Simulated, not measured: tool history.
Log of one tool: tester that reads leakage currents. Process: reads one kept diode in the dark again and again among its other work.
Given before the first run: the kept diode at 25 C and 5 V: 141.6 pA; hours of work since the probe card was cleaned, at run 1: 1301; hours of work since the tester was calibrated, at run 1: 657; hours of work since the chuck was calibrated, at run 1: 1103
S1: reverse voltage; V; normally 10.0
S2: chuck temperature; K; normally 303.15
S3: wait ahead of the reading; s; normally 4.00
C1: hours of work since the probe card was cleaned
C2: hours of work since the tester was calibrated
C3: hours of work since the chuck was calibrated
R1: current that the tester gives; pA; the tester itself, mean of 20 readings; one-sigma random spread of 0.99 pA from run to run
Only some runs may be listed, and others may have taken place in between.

{"run": 1, "hour": 0.0, "S1": 10.0, "S2": 303.15, "S3": 4.0, "C1": 1301, "C2": 657, "C3": 1103, "R1": 310.09}
{"run": 2, "hour": 275.8, "S1": 1.6, "S2": 303.15, "S3": 4.0, "C1": 1459, "C2": 815, "C3": 1261, "R1": 110.97}
{"hour": 414.4, "done": "chuck's temperature calibrated"}
{"run": 3, "hour": 471.0, "S1": 10.0, "S2": 316.15, "S3": 4.0, "C1": 1570, "C2": 926, "C3": 32, "R1": 1048.41}
{"run": 4, "hour": 735.1, "S1": 10.0, "S2": 316.15, "S3": 4.0, "C1": 1721, "C2": 1077, "C3": 184, "R1": 1034.89}
{"run": 5, "hour": 970.4, "S1": 10.0, "S2": 303.15, "S3": 4.0, "C1": 1856, "C2": 1212, "C3": 319, "R1": 334.65}
{"run": 6, "hour": 1152.1, "S1": 10.0, "S2": 316.15, "S3": 4.0, "C1": 1960, "C2": 1316, "C3": 423, "R1": 1018.69}
{"run": 7, "hour": 1341.0, "S1": 10.0, "S2": 316.15, "S3": 4.0, "C1": 2068, "C2": 1424, "C3": 531, "R1": 1000.59}
{"run": 8, "hour": 1580.9, "S1": 10.0, "S2": 316.15, "S3": 4.0, "C1": 2206, "C2": 1562, "C3": 668, "R1": 989.44}
{"hour": 1717.6, "done": "probe card cleaned and baked"}
{"run": 9, "hour": 1831.5, "S1": 4.6, "S2": 316.15, "S3": 4.0, "C1": 65, "C2": 1703, "C3": 810, "R1": 642.09}
{"run": 10, "hour": 2012.0, "S1": 4.6, "S2": 316.15, "S3": 4.0, "C1": 169, "C2": 1807, "C3": 914, "R1": 637.61}
{"run": 11, "hour": 2147.9, "S1": 10.0, "S2": 303.15, "S3": 1.53, "C1": 247, "C2": 1885, "C3": 991, "R1": 326.73}
{"run": 12, "hour": 2428.8, "S1": 10.0, "S2": 303.15, "S3": 1.53, "C1": 407, "C2": 2046, "C3": 1152, "R1": 319.93}
{"run": 13, "hour": 2592.1, "S1": 10.0, "S2": 314.15, "S3": 4.0, "C1": 501, "C2": 2139, "C3": 1246, "R1": 805.93}
{"run": 14, "hour": 2729.1, "S1": 10.0, "S2": 314.15, "S3": 4.0, "C1": 580, "C2": 2218, "C3": 1324, "R1": 798.41}
{"hour": 2755.4, "done": "chuck's temperature calibrated"}
{"run": 15, "hour": 2998.6, "S1": 10.0, "S2": 314.15, "S3": 4.0, "C1": 733, "C2": 2371, "C3": 139, "R1": 892.69}
{"run": 16, "hour": 3169.6, "S1": 10.0, "S2": 314.15, "S3": 4.0, "C1": 831, "C2": 2469, "C3": 237, "R1": 881.86}
{"hour": 3431.3, "done": "probe card cleaned and baked, once more"}
{"run": 17, "hour": 3451.0, "S1": 10.0, "S2": 314.15, "S3": 4.0, "C1": 11, "C2": 2628, "C3": 397, "R1": 840.72}
{"run": 18, "hour": 3590.5, "S1": 10.0, "S2": 314.15, "S3": 4.0, "C1": 91, "C2": 2708, "C3": 477, "R1": 837.69}
{"run": 19, "hour": 3849.9, "S1": 10.0, "S2": 314.15, "S3": 4.0, "C1": 240, "C2": 2857, "C3": 625, "R1": 820.23}
{"run": 20, "hour": 3970.7, "S1": 14.7, "S2": 304.15, "S3": 1.42, "C1": 309, "C2": 2926, "C3": 694, "R1": 420.62}
{"run": 21, "hour": 4228.1, "S1": 6.5, "S2": 304.15, "S3": 1.42, "C1": 457, "C2": 3074, "C3": 842, "R1": 264.34}
{"hour": 4295.2, "done": "tester calibrated"}
{"run": 22, "hour": 4477.5, "S1": 6.9, "S2": 304.15, "S3": 1.42, "C1": 598, "C2": 104, "C3": 984, "R1": 276.72}
{"run": 23, "hour": 4661.9, "S1": 10.0, "S2": 303.15, "S3": 1.75, "C1": 704, "C2": 210, "C3": 1089, "R1": 307.25}
{"run": 24, "hour": 4940.1, "S1": 10.0, "S2": 295.15, "S3": 4.0, "C1": 863, "C2": 369, "C3": 1249, "R1": 144.57}
{"hour": 5091.4, "done": "chuck's temperature calibrated"}
{"run": 25, "hour": 5110.5, "S1": 1.1, "S2": 303.15, "S3": 2.94, "C1": 960, "C2": 466, "C3": 11, "R1": 100.65}
{"run": 26, "hour": 5238.1, "S1": 3.6, "S2": 303.15, "S3": 1.46, "C1": 1033, "C2": 539, "C3": 84, "R1": 193.14}
{"run": 27, "hour": 5491.8, "S1": 1.0, "S2": 294.15, "S3": 1.46, "C1": 1178, "C2": 684, "C3": 229, "R1": 40.87}
{"run": 28, "hour": 5745.2, "S1": 2.8, "S2": 293.15, "S3": 1.46, "C1": 1323, "C2": 830, "C3": 375, "R1": 64.89}
{"run": 29, "hour": 5888.4, "S1": 2.8, "S2": 293.15, "S3": 1.46, "C1": 1405, "C2": 912, "C3": 457, "R1": 64.61}
{"run": 30, "hour": 6131.9, "S1": 1.7, "S2": 312.15, "S3": 4.0, "C1": 1545, "C2": 1051, "C3": 596, "R1": 268.85}
{"run": 31, "hour": 6401.9, "S1": 1.7, "S2": 312.15, "S3": 4.0, "C1": 1700, "C2": 1206, "C3": 751, "R1": 265.85}
{"run": 32, "hour": 6552.4, "S1": 15.0, "S2": 296.15, "S3": 1.71, "C1": 1786, "C2": 1292, "C3": 837, "R1": 216.99}
{"run": 33, "hour": 6799.8, "S1": 2.4, "S2": 296.15, "S3": 1.71, "C1": 1928, "C2": 1434, "C3": 979, "R1": 74.84}
{"run": 34, "hour": 6970.3, "S1": 1.7, "S2": 303.15, "S3": 2.54, "C1": 2025, "C2": 1531, "C3": 1076, "R1": 115.98}
{"run": 35, "hour": 7219.3, "S1": 1.7, "S2": 303.15, "S3": 2.54, "C1": 2168, "C2": 1674, "C3": 1219, "R1": 114.79}
{"run": 36, "hour": 7405.8, "S1": 1.7, "S2": 303.15, "S3": 2.54, "C1": 2275, "C2": 1781, "C3": 1326, "R1": 114.27}
{"hour": 7423.0, "done": "probe card cleaned and baked"}
{"hour": 7425.0, "done": "chuck's temperature calibrated"}
{"run": 37, "hour": 7640.2, "S1": 1.2, "S2": 303.15, "S3": 0.51, "C1": 123, "C2": 1912, "C3": 123, "R1": 102.12}
{"run": 38, "hour": 7857.6, "S1": 10.0, "S2": 302.15, "S3": 4.0, "C1": 248, "C2": 2037, "C3": 248, "R1": 290.04}

Branching from run 38: 3 alternative next runs. What would each branch give?
{"run": "A", "hour": 8138.3, "S1": 4.4, "S2": 301.15, "S3": 0.66, "C1": 409, "C2": 2198, "C3": 409, "R1": "?"}
{"run": "B", "hour": 8138.3, "S1": 10.0, "S2": 294.15, "S3": 5.94, "C1": 409, "C2": 2198, "C3": 409, "R1": "?"}
{"run": "C", "hour": 8138.3, "S1": 10.0, "S2": 298.15, "S3": 0.47, "C1": 409, "C2": 2198, "C3": 409, "R1": "?"}

run=A R1=167.58
run=B R1=134.66
run=C R1=202.46
Had the tool no hidden state, the same runs would have come out as:
run=A R1=176.91
run=B R1=140.69
run=C R1=212.38
